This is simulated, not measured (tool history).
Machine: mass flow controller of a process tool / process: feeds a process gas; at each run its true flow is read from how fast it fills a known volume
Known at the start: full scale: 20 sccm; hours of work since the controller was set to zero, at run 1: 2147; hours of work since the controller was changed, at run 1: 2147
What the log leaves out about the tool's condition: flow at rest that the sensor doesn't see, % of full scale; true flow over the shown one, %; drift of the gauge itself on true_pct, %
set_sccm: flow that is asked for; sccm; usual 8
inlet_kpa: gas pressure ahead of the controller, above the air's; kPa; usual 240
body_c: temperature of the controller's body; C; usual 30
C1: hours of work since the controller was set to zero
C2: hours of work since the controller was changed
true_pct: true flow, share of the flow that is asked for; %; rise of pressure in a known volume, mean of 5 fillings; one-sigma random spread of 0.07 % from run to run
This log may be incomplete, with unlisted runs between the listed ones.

Run 1, hour 0: usual settings; C1 2147; C2 2147. Result: true_pct 98.04 %.
Run 2, hour 149.6: usual settings; C1 2221; C2 2221. Result: true_pct 97.95 %.
Run 3, hour 274: usual settings but body_c 25 C; C1 2283; C2 2283. Result: true_pct 98.13 %.
Run 4, hour 372: usual settings; C1 2331; C2 2331. Result: true_pct 97.87 %.
Run 5, hour 478.9: usual settings; C1 2384; C2 2384. Result: true_pct 97.91 %.
Run 6, hour 612.2: usual settings but inlet_kpa 171 kPa; C1 2451; C2 2451. Result: true_pct 98.17 %.
Run 7, hour 681: usual settings but inlet_kpa 171 kPa; C1 2485; C2 2485. Result: true_pct 98.24 %.
Run 8, hour 764.5: usual settings but inlet_kpa 171 kPa; C1 2526; C2 2526. Result: true_pct 98.17 %.
Run 9, hour 871.9: usual settings; C1 2580; C2 2580. Result: true_pct 97.91 %.
Run 10, hour 957.7: usual settings; C1 2622; C2 2622. Result: true_pct 97.94 %.
Run 11, hour 1061: usual settings; C1 2673; C2 2673. Result: true_pct 97.83 %.
Run 12, hour 1186.9: usual settings but set_sccm 4 sccm, inlet_kpa 200 kPa; C1 2736; C2 2736. Result: true_pct 97.4 %.
Run 13, hour 1261.2: usual settings but set_sccm 6 sccm, inlet_kpa 242 kPa, body_c 21 C; C1 2773; C2 2773. Result: true_pct 97.86 %.
Run 14, hour 1405.6: usual settings but set_sccm 3 sccm, inlet_kpa 177 kPa, body_c 22 C; C1 2845; C2 2845. Result: true_pct 97.83 %.

What will run 15 give?
Run 15, hour 1508.9: usual settings but set_sccm 3 sccm, inlet_kpa 177 kPa, body_c 22 C; C1 2896; C2 2896. Result: true_pct ?.

{"run 15": {"true_pct": 97.83}}
Without the tool's hidden state the same run would have given true_pct 98.1 %.

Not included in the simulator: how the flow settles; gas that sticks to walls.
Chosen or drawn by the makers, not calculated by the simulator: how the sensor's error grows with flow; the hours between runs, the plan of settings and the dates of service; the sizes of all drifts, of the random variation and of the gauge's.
